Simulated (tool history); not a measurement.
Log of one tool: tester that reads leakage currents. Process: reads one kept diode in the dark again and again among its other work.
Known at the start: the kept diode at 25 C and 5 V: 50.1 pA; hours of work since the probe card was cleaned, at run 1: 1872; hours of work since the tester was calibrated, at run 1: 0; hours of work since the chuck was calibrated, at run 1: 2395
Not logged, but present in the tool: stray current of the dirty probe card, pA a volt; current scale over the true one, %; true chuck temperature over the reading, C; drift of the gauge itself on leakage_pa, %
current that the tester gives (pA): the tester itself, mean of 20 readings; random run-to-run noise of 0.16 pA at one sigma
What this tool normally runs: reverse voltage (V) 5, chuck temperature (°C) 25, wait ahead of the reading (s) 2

run	hour	reverse voltage (V)	chuck temperature (°C)	wait ahead of the reading (s)	hours of work since the probe card was cleaned	hours of work since the tester was calibrated	hours of work since the chuck was calibrated	current that the tester gives (pA)
1	0	5	25	2	1872	0	2395	49.26
# hour 17.7: chuck's temperature calibrated
2	237.3	5	25	2	2039	167	155	56.15
3	402.9	5	25	2	2156	284	273	55.77
4	618.8	5.98	25	2	2309	437	426	62.04
5	839.2	5	23	2	2465	593	582	48.46
6	1054.7	5	25	2	2618	746	734	56.03
7	1169.5	5	25	2	2699	827	816	56.07
8	1389.3	5	25	2	2855	983	971	56.67
9	1557	5	25	2	2974	1101	1090	56.37
10	1666.8	5	25	2	3051	1179	1168	55.97
11	1798.5	5	25	3.19	3145	1272	1261	55.78
12	1944.2	5	25	3.19	3248	1376	1364	55.84
13	2124.6	5	25	3.19	3376	1503	1492	55.68
14	2324	5	25	0.68	3517	1644	1633	58.25
15	2501	5	25	0.68	3642	1770	1759	58.44
16	2672.7	2.65	25	0.68	3764	1891	1880	39.51
# hour 2891.4: probe card cleaned and baked
17	2908.6	2.65	25	0.68	12	2056	2045	34.45
18	3103	2.65	25	0.68	150	2194	2183	34.54
19	3271.2	2.65	25	0.68	269	2313	2302	34.65
# hour 3426.4: chuck's temperature calibrated
20	3454.6	10.21	25	2.28	397	2442	20	78.25
21	3627.2	3.95	31	2.28	520	2564	142	75.19
22	3745.1	1.92	23	2	603	2647	226	26.76
23	3913.1	1.92	34	0.53	722	2766	345	65.89
24	4041.1	19.3	25	1.06	813	2857	435	116.56
25	4168.8	19.3	25	1.06	903	2948	526	117.02
26	4286.8	15.51	25	7.44	987	3031	609	98.31
27	4424.7	15.51	51	2.98	1084	3129	707	684.54
28	4575.9	3.94	24	0.65	1192	3236	814	44.9
29	4787.2	1.91	27	7.56	1341	3385	964	36.35
30	4898.5	1.91	27	7.56	1420	3464	1043	36.23
31	5029.3	10.79	50	2.32	1513	3557	1135	520.37
32	5211.2	8.21	25	0.39	1642	3686	1264	77.88
33	5400.1	5	46	2	1775	3820	1398	257.57

Here are 5 independent what-if runs from the current tool condition. What would each one return?
A	5626.5	2.32	46	2	1936	3980	1558	?
B	5626.5	8.93	46	2	1936	3980	1558	?
C	5626.5	4.65	42	0.34	1936	3980	1558	?
D	5626.5	16.08	41	2	1936	3980	1558	?
E	5626.5	4.68	52	0.75	1936	3980	1558	?

run	current that the tester gives (pA)
A	171.06
B	350.6
C	188.87
D	337.79
E	382.67
The same runs, with their run-to-run variation unchanged, on a tool lacking any hidden condition would have given:
run	current that the tester gives (pA)
A	176.16
B	356.88
C	192.43
D	336.99
E	393.55
